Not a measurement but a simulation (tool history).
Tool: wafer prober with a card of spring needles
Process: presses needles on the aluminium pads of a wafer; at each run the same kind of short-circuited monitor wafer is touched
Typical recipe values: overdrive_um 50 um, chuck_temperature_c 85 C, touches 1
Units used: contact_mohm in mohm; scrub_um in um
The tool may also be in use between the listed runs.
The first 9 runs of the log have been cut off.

| run | day | overdrive_um | chuck_temperature_c | touches | touches since the tips were cleaned | cleanings since the card got new needles | touches since the first contact's height was set | contact_mohm | scrub_um |
|---|---|---|---|---|---|---|---|---|---|
| 10 | 3.629 | 50 | 85 | 1 | 3763 | 7 | 67598 | 260 | 13.24 |
|  | 4.067 | tips cleaned on abrasive film |
| 11 | 4.096 | 50 | 85 | 1 | 383 | 8 | 72951 | 264 | 13.23 |
| 12 | 4.383 | 66 | 85 | 1 | 3686 | 8 | 76254 | 253 | 17.54 |
|  | 4.825 | tips cleaned on abrasive film |
| 13 | 4.825 | 66 | 85 | 1 | 0 | 9 | 81304 | 251 | 17.41 |
| 14 | 5.254 | 50 | 85 | 2 | 4961 | 9 | 86265 | 256 | 13.30 |
|  | 5.575 | tips cleaned on abrasive film |
| 15 | 5.762 | 50 | 85 | 2 | 2178 | 10 | 92102 | 256 | 13.25 |
| 16 | 6.283 | 50 | 85 | 2 | 8181 | 10 | 98105 | 264 | 13.29 |
|  | 6.321 | tips cleaned on abrasive film |
| 17 | 6.783 | 50 | 85 | 2 | 5342 | 11 | 103853 | 258 | 13.25 |
|  | 7.075 | tips cleaned on abrasive film |
| 18 | 7.212 | 50 | 85 | 2 | 1573 | 12 | 108725 | 262 | 13.34 |
| 19 | 7.738 | 44 | 70 | 3 | 7662 | 12 | 114814 | 255 | 11.69 |
|  | 7.833 | tips cleaned on abrasive film |
| 20 | 8.112 | 68 | 39 | 1 | 3272 | 13 | 119124 | 239 | 18.03 |
| 21 | 8.412 | 58 | 85 | 1 | 6721 | 13 | 122573 | 257 | 15.40 |
|  | 8.575 | tips cleaned on abrasive film |
| 22 | 8.942 | 58 | 85 | 1 | 4250 | 14 | 128642 | 258 | 15.41 |
| 23 | 9.188 | 58 | 85 | 1 | 7085 | 14 | 131477 | 259 | 15.45 |
|  | 9.321 | tips cleaned on abrasive film |
| 24 | 9.525 | 58 | 85 | 1 | 2332 | 15 | 135319 | 258 | 15.42 |
| 25 | 9.992 | 58 | 85 | 1 | 7741 | 15 | 140728 | 257 | 15.38 |
|  | 10.083 | tips cleaned on abrasive film |
| 26 | 10.392 | 50 | 85 | 1 | 3574 | 16 | 145307 | 263 | 13.24 |
|  | 10.842 | tips cleaned on abrasive film |
| 27 | 10.967 | 45 | 44 | 1 | 1453 | 17 | 151892 | 250 | 11.93 |
| 28 | 11.408 | 45 | 44 | 1 | 6547 | 17 | 156986 | 251 | 12.01 |
|  | 11.583 | tips cleaned on abrasive film |
| 29 | 11.833 | 31 | 124 | 1 | 2892 | 18 | 161859 | 290 | 8.26 |
| 30 | 12.083 | 31 | 58 | 1 | 5770 | 18 | 164737 | 266 | 8.27 |
|  | 12.362 | tips cleaned on abrasive film |
| 31 | 12.392 | 38 | 66 | 2 | 348 | 19 | 168275 | 261 | 10.07 |
| 32 | 12.733 | 50 | 32 | 2 | 4269 | 19 | 172196 | 244 | 13.26 |
| 33 | 13.062 | 50 | 85 | 2 | 8067 | 19 | 175994 | 260 | 13.30 |
|  | 13.112 | tips cleaned on abrasive film |
| 34 | 13.388 | 34 | 85 | 2 | 3176 | 20 | 179702 | 271 | 8.94 |

What if the next run were any one of these 3? Each begins from the tool's condition after run 34:
|  | 13.862 | tips cleaned on abrasive film |
| A | 13.875 | 55 | 109 | 1 | 127 | 21 | 185283 | ? | ? |
|  | 13.862 | tips cleaned on abrasive film |
| B | 13.875 | 52 | 47 | 2 | 127 | 21 | 185283 | ? | ? |
|  | 13.862 | tips cleaned on abrasive film |
| C | 13.875 | 41 | 73 | 1 | 127 | 21 | 185283 | ? | ? |

| run | contact_mohm | scrub_um |
|---|---|---|
| A | 262 | 14.55 |
| B | 251 | 13.78 |
| C | 263 | 10.87 |
With the hidden condition removed and each run's random variation left untouched, the same runs would have given:
| run | contact_mohm | scrub_um |
|---|---|---|
| A | 261 | 14.55 |
| B | 250 | 13.78 |
| C | 263 | 10.87 |
